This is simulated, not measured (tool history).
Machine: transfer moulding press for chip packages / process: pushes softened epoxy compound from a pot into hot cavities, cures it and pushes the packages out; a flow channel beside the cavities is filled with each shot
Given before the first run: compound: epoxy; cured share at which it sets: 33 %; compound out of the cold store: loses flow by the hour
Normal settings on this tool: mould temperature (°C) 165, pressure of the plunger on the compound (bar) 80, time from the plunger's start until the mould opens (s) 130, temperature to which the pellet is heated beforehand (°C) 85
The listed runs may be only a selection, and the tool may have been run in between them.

run,day,mould temperature (°C),pressure of the plunger on the compound (bar),time from the plunger's start until the mould opens (s),temperature to which the pellet is heated beforehand (°C),incoming compound's hours out of the cold store,length that the compound runs in the flow channel (mm),greatest force on the pins that push the packages out (N)
1,0,165,80,130,85,46.5,556,362
2,0.975,165,80,130,85,31.1,574,371
3,1.996,165,80,136,85,30.8,570,359
# day 2.742: cavities cleaned with cleaning compound and waxed
4,2.8,165,80,136,85,17.8,601,222
# day 3.871: plunger's sealing rings changed
5,3.933,160,80,130,85,10.5,681,411
6,4.912,160,80,130,85,36.7,632,439
7,5.938,160,88.8,168,85,16.3,710,356
8,6.604,160,76.3,136,77,8.7,669,494

Estimate the outcome of run 9 from the log above:
9,7.312,172,80,137,85,21.4,?,?

{"run 9": {"length that the compound runs in the flow channel (mm)": 608, "greatest force on the pins that push the packages out (N)": 347}}
Were there no unlogged condition in the tool, this run, its random variation unchanged, would have produced length that the compound runs in the flow channel (mm) 617, greatest force on the pins that push the packages out (N) 207.
